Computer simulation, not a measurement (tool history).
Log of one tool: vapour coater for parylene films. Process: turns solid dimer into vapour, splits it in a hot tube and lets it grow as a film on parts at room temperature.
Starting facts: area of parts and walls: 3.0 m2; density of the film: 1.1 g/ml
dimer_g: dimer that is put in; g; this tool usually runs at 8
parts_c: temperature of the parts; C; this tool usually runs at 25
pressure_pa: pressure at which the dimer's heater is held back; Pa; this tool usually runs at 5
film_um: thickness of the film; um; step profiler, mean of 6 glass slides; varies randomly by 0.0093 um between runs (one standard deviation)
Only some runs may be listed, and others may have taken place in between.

run 1 hour=0 | dimer_g=8 parts_c=25 pressure_pa=5 | film_um=1.704
run 2 hour=18.9 | dimer_g=8 parts_c=25 pressure_pa=8.01 | film_um=1.61
run 3 hour=47 | dimer_g=8 parts_c=25 pressure_pa=8.01 | film_um=1.603
run 4 hour=63.2 | dimer_g=8 parts_c=18 pressure_pa=8.01 | film_um=1.841
run 5 hour=87.4 | dimer_g=8 parts_c=18 pressure_pa=8.01 | film_um=1.827
run 6 hour=118.9 | dimer_g=8 parts_c=25 pressure_pa=5 | film_um=1.653
run 7 hour=142.3 | dimer_g=8 parts_c=25 pressure_pa=5 | film_um=1.632
run 8 hour=164.2 | dimer_g=8 parts_c=25 pressure_pa=5 | film_um=1.632
run 9 hour=190.4 | dimer_g=8 parts_c=25 pressure_pa=5 | film_um=1.614
run 10 hour=210 | dimer_g=8 parts_c=25 pressure_pa=5 | film_um=1.604
run 11 hour=236.5 | dimer_g=8 parts_c=25 pressure_pa=5 | film_um=1.597
run 12 hour=264.5 | dimer_g=8 parts_c=25 pressure_pa=5 | film_um=1.576
run 13 hour=285.2 | dimer_g=8 parts_c=25 pressure_pa=5 | film_um=1.578
-- hour=295.8 trap's valve overhauled
run 14 hour=309.9 | dimer_g=8 parts_c=25 pressure_pa=2.16 | film_um=1.955
run 15 hour=337.1 | dimer_g=8 parts_c=25 pressure_pa=5 | film_um=1.768
run 16 hour=351 | dimer_g=8 parts_c=25 pressure_pa=5 | film_um=1.766
run 17 hour=382.1 | dimer_g=10 parts_c=19 pressure_pa=8.44 | film_um=2.31
run 18 hour=400.4 | dimer_g=5 parts_c=35 pressure_pa=8.95 | film_um=0.848
run 19 hour=432.7 | dimer_g=12 parts_c=27 pressure_pa=11.22 | film_um=2.287
run 20 hour=450.4 | dimer_g=9 parts_c=27 pressure_pa=6.94 | film_um=1.777
run 21 hour=474.4 | dimer_g=3 parts_c=29 pressure_pa=5.3 | film_um=0.596
run 22 hour=502.8 | dimer_g=4 parts_c=18 pressure_pa=5 | film_um=0.977
run 23 hour=526.4 | dimer_g=4 parts_c=18 pressure_pa=5 | film_um=0.966
run 24 hour=555.2 | dimer_g=9 parts_c=31 pressure_pa=3.77 | film_um=1.716
run 25 hour=587.4 | dimer_g=10 parts_c=25 pressure_pa=10.58 | film_um=1.892
run 26 hour=610.6 | dimer_g=14 parts_c=33 pressure_pa=5 | film_um=2.449
run 27 hour=624.8 | dimer_g=3 parts_c=29 pressure_pa=3.55 | film_um=0.595
run 28 hour=647.2 | dimer_g=3 parts_c=29 pressure_pa=3.55 | film_um=0.572
run 29 hour=677.7 | dimer_g=3 parts_c=29 pressure_pa=3.55 | film_um=0.589
run 30 hour=692.7 | dimer_g=4 parts_c=25 pressure_pa=5.54 | film_um=0.799
run 31 hour=708.8 | dimer_g=7 parts_c=35 pressure_pa=5.54 | film_um=1.125

Here are 4 independent what-if runs from the current tool condition. What would each one return?
-- hour=723.7 trap's valve overhauled
run A hour=744.1 | dimer_g=4 parts_c=18 pressure_pa=5.01 | film_um=?
-- hour=723.7 trap's valve overhauled
run B hour=744.1 | dimer_g=4 parts_c=25 pressure_pa=10.25 | film_um=?
-- hour=723.7 trap's valve overhauled
run C hour=744.1 | dimer_g=5 parts_c=36 pressure_pa=5.54 | film_um=?
-- hour=723.7 trap's valve overhauled
run D hour=744.1 | dimer_g=5 parts_c=24 pressure_pa=5 | film_um=?

run=A film_um=1.022
run=B film_um=0.834
run=C film_um=0.906
run=D film_um=1.146
The same runs, with their run-to-run variation unchanged, on a tool lacking any hidden condition would have given:
run=A film_um=1.008
run=B film_um=0.823
run=C film_um=0.894
run=D film_um=1.13

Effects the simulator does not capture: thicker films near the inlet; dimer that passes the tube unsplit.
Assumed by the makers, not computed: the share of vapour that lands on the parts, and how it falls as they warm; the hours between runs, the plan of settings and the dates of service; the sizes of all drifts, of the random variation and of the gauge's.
